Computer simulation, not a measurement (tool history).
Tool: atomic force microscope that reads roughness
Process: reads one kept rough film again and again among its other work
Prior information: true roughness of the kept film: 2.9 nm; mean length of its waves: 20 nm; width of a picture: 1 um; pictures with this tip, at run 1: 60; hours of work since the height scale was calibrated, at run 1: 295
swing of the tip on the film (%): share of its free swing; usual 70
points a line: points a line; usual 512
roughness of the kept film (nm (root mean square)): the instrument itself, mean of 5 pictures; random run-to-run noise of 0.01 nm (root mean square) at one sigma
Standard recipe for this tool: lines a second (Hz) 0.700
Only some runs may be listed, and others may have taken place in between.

run,day,lines a second (Hz),swing of the tip on the film (%),points a line,pictures with this tip,hours of work since the height scale was calibrated,roughness of the kept film (nm (root mean square))
1,0.000,0.700,70,512,60,295,2.097
2,0.350,0.700,70,512,73,301,2.043
3,0.600,0.700,61,512,82,306,2.035
4,0.912,0.700,61,512,94,312,1.991
# day 1.100: new tip fitted
5,1.338,0.700,61,512,9,319,2.293
6,1.642,0.700,61,512,21,324,2.237
7,2.071,0.700,56,512,37,332,2.165
8,2.321,0.700,56,512,46,337,2.150
9,2.558,0.700,70,325,55,341,2.050
10,2.883,0.700,70,325,68,347,1.998
11,3.138,0.700,75,325,77,351,1.972
12,3.417,0.700,75,325,88,356,1.919
13,3.596,0.828,70,512,95,360,1.957
# day 3.758: new tip fitted
14,4.046,0.828,70,512,11,367,2.283
15,4.429,0.700,70,512,25,374,2.235
16,4.717,0.700,70,512,36,379,2.174
17,5.025,1.090,70,512,48,385,2.109
18,5.304,1.657,73,512,58,390,2.034
19,5.717,0.566,70,405,74,398,2.060
20,6.108,1.386,69,512,89,405,1.957
21,6.371,2.487,70,400,99,409,1.834
# day 6.433: new tip fitted
22,6.696,2.861,70,637,10,415,2.121
23,7.008,1.253,70,367,22,420,2.150
24,7.267,1.253,70,367,32,425,2.111
25,7.546,1.158,70,590,42,430,2.107
26,7.796,0.838,81,784,52,435,2.060
27,8.083,1.154,74,512,62,440,2.015
28,8.258,0.691,74,288,69,443,1.979
29,8.604,0.716,58,342,82,449,1.989
30,8.996,1.352,71,765,97,456,1.905
# day 9.104: new tip fitted
31,9.421,3.908,71,560,12,464,2.046

Branching from run 31: 5 alternative next runs. What would each branch give?
A,9.738,0.700,70,260,24,469,?
B,9.738,0.700,55,455,24,469,?
C,9.738,0.568,71,560,24,469,?
D,9.738,3.185,70,696,24,469,?
E,9.738,0.771,63,586,24,469,?

run,roughness of the kept film (nm (root mean square))
A,2.154
B,2.252
C,2.251
D,2.076
E,2.263
What these runs would have given with no unlogged condition in the tool:
run,roughness of the kept film (nm (root mean square))
A,2.256
B,2.358
C,2.358
D,2.174
E,2.370
